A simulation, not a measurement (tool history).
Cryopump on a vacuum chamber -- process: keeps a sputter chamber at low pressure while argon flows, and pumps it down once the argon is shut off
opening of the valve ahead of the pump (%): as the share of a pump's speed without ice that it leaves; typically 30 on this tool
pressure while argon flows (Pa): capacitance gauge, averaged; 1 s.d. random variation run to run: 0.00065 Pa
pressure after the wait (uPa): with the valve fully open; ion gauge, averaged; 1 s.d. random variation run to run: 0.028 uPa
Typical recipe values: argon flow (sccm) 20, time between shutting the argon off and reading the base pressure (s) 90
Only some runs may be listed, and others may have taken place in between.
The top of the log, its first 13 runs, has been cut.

run,hour,argon flow (sccm),time between shutting the argon off and reading the base pressure (s),opening of the valve ahead of the pump (%),pressure while argon flows (Pa),pressure after the wait (uPa)
14,156.9,20,90,24,0.1318,1.76
15,173.1,20,90,24,0.1327,1.75
16,181.9,20,90,24,0.1324,1.78
17,195.6,20,90,24,0.1340,1.70
18,203.0,20,90,24,0.1337,1.76
19,218.4,20,23,32,0.1001,4.72
20,226.2,20,90,30,0.1089,1.81
21,237.4,15,26,20,0.1192,4.34
22,248.1,15,26,20,0.1188,4.45
23,260.9,15,26,20,0.1190,4.43
24,268.3,20,90,57,0.0598,1.81
25,281.3,20,90,17,0.1871,1.86
26,296.8,20,90,17,0.1879,1.90
27,308.6,24,169,54,0.0778,1.38
28,322.8,24,169,54,0.0772,1.35
29,335.5,39,90,16,0.3889,1.86
30,347.2,30,199,17,0.2831,1.36
31,359.1,30,27,42,0.1228,4.34
32,375.5,30,27,42,0.1228,4.39
33,385.9,34,69,32,0.1791,2.25
34,399.6,11,25,42,0.0455,4.61

Run 35 has not been measured yet. What should we expect?
35,415.2,11,25,42,?,?

Run 35 produced pressure while argon flows (Pa) 0.0450, pressure after the wait (uPa) 4.68.
On a tool with no hidden condition, and with the same random variation, this run would have come out at pressure while argon flows (Pa) 0.0397, pressure after the wait (uPa) 4.01.
